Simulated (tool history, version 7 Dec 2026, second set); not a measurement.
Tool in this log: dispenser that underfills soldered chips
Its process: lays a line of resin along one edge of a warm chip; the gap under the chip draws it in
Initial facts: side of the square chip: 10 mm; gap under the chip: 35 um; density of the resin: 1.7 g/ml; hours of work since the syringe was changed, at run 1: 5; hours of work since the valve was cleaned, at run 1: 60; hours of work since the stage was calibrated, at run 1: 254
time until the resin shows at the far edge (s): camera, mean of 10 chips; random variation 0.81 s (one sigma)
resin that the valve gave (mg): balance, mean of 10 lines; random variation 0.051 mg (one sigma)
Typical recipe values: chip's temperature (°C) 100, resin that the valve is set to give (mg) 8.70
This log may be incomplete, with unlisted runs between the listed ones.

run   hour  chip's temperature (°C)  resin that the valve is set to give (mg)  hours of work since the syringe was changed  hours of work since the valve was cleaned  hours of work since the stage was calibrated  time until the resin shows at the far edge (s)  resin that the valve gave (mg)
  1    0.0                      100                                      8.70                                            5                                         60                                           254                                            89.8                            8.21
       5.0  -- dispensing valve cleaned and set on the balance
       7.6  -- new syringe of resin
  2   14.2                      100                                      8.70                                            4                                          6                                           262                                            86.2                            8.73
      22.0  -- new syringe of resin
  3   23.4                       93                                      8.70                                            1                                         12                                           268                                            91.9                            8.61
      36.3  -- new syringe of resin
  4   38.4                       93                                      8.70                                            1                                         22                                           278                                            93.7                            8.49
      50.5  -- new syringe of resin
  5   51.3                      100                                      8.70                                            1                                         30                                           287                                            74.7                            8.55
  6   62.2                      100                                      8.70                                            8                                         37                                           294                                           100.3                            8.39
      65.0  -- new syringe of resin
  7   70.4                      100                                     10.07                                            4                                         43                                           299                                            80.3                            9.73
  8   76.5                      100                                     10.07                                            8                                         47                                           303                                            93.7                            9.77
      79.0  -- new syringe of resin
  9   83.5                      100                                     10.07                                            3                                         51                                           308                                            78.5                            9.61
 10   92.1                      100                                     10.07                                            9                                         57                                           313                                           100.4                            9.64
      93.6  -- new syringe of resin
     102.7  -- dispensing valve cleaned and set on the balance
 11  107.1                      100                                     10.07                                            8                                          3                                           323                                            95.9                            9.98
     109.3  -- new syringe of resin
 12  118.1                      100                                     10.07                                            6                                         10                                           330                                            88.5                            9.93
     123.4  -- new syringe of resin
 13  124.6                      100                                     10.07                                            1                                         14                                           334                                            71.1                            9.98
     138.4  -- new syringe of resin
 14  138.7                      100                                     10.07                                            0                                         23                                           343                                            70.0                            9.88
 15  146.7                      100                                     10.07                                            6                                         29                                           348                                            88.1                            9.74
     153.1  -- new syringe of resin
 16  159.3                      100                                     10.07                                            4                                         37                                           357                                            80.9                            9.73
     167.1  -- new syringe of resin
 17  172.2                      100                                     10.07                                            3                                         45                                           365                                            80.8                            9.74
     181.5  -- new syringe of resin
 18  182.9                      100                                     10.07                                            1                                         52                                           372                                            71.9                            9.64
 19  194.3                      100                                     10.07                                            9                                         60                                           380                                            96.5                            9.53
     196.3  -- new syringe of resin
     200.0  -- dispensing valve cleaned and set on the balance
 20  205.5                      100                                     10.07                                            6                                          4                                           386                                            86.2                            9.99
     211.3  -- new syringe of resin
 21  213.7                      100                                     10.07                                            2                                          9                                           391                                            72.6                           10.01

What does the tool deliver on the next run?
     225.6  -- new syringe of resin
 22  226.9                      100                                      9.78                                            1                                         18                                           400                                               ?                               ?

{"run 22": {"time until the resin shows at the far edge (s)": 71.9, "resin that the valve gave (mg)": 9.57}}
On a tool with no hidden condition, and with the same random variation, this run would have come out at time until the resin shows at the far edge (s) 75.1, resin that the valve gave (mg) 9.69.

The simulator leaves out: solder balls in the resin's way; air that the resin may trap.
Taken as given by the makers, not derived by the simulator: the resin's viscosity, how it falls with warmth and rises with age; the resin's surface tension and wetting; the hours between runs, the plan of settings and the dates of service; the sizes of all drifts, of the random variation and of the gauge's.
